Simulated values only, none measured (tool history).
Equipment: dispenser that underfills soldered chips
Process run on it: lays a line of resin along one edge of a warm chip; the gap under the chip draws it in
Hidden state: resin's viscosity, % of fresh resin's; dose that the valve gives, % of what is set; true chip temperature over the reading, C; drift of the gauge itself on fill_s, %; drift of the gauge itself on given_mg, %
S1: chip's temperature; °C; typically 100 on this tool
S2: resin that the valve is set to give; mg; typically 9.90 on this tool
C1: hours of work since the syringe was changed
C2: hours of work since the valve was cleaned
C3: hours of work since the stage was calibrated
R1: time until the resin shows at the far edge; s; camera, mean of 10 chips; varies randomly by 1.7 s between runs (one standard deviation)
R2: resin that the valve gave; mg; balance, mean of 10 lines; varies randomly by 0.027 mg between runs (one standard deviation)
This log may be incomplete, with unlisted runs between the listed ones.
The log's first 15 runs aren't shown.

run,hour,S1,S2,C1,C2,C3,R1,R2
# hour 165.0: new syringe of resin
16,168.0,100,9.90,2,71,144,208.3,9.58
# hour 177.0: new syringe of resin
17,184.4,100,9.90,6,84,156,248.8,9.52
# hour 189.9: new syringe of resin
18,195.9,100,9.90,5,93,165,234.2,9.43
# hour 202.6: new syringe of resin
19,211.7,86,12.84,7,105,177,522.0,12.18
# hour 215.1: new syringe of resin
20,221.8,91,8.79,5,112,184,372.3,8.30
# hour 223.7: dispensing valve cleaned and set on the balance
# hour 228.5: new syringe of resin
# hour 240.2: new syringe of resin
21,240.2,91,8.79,0,12,198,276.8,8.73
# hour 252.2: new syringe of resin
22,253.5,100,9.48,1,22,208,191.5,9.37
# hour 264.7: new syringe of resin
23,265.6,100,9.48,1,32,217,187.6,9.35
# hour 276.8: new syringe of resin
24,278.1,100,9.48,1,41,226,198.6,9.31
# hour 288.6: new syringe of resin
25,288.6,98,9.48,0,49,234,198.5,9.31
# hour 300.3: new syringe of resin
26,304.9,86,9.82,4,61,246,432.9,9.54
# hour 312.2: new syringe of resin
27,318.4,91,10.06,5,71,257,372.9,9.71
# hour 324.9: new syringe of resin
28,331.0,91,12.88,5,81,266,363.9,12.40
# hour 336.9: new syringe of resin
29,339.8,91,12.88,2,88,273,314.7,12.31
# hour 348.6: new syringe of resin
30,350.5,91,12.88,1,96,281,303.1,12.26
# hour 360.8: new syringe of resin
31,366.0,103,11.08,4,107,293,206.4,10.44
# hour 372.8: new syringe of resin
# hour 374.7: dispensing valve cleaned and set on the balance
32,379.1,90,9.90,4,3,302,386.3,9.86
# hour 386.1: new syringe of resin
33,393.9,90,9.90,6,15,313,422.8,9.82
# hour 398.9: new syringe of resin
34,404.5,90,9.90,4,23,321,377.0,9.82
# hour 410.7: new syringe of resin
35,414.2,88,9.88,3,30,328,377.3,9.74

Branching from run 35: 3 alternative next runs. What would each branch give?
# hour 422.9: new syringe of resin
A,425.7,85,9.92,2,39,337,?,?
# hour 422.9: new syringe of resin
B,425.7,88,12.17,2,39,337,?,?
# hour 422.9: new syringe of resin
C,425.7,115,10.52,2,39,337,?,?

run,R1,R2
A,424.1,9.75
B,362.8,11.93
C,113.8,10.27
The same runs, with their run-to-run variation unchanged, on a tool lacking any hidden condition would have given:
run,R1,R2
A,338.2,9.93
B,290.2,12.16
C,92.2,10.46

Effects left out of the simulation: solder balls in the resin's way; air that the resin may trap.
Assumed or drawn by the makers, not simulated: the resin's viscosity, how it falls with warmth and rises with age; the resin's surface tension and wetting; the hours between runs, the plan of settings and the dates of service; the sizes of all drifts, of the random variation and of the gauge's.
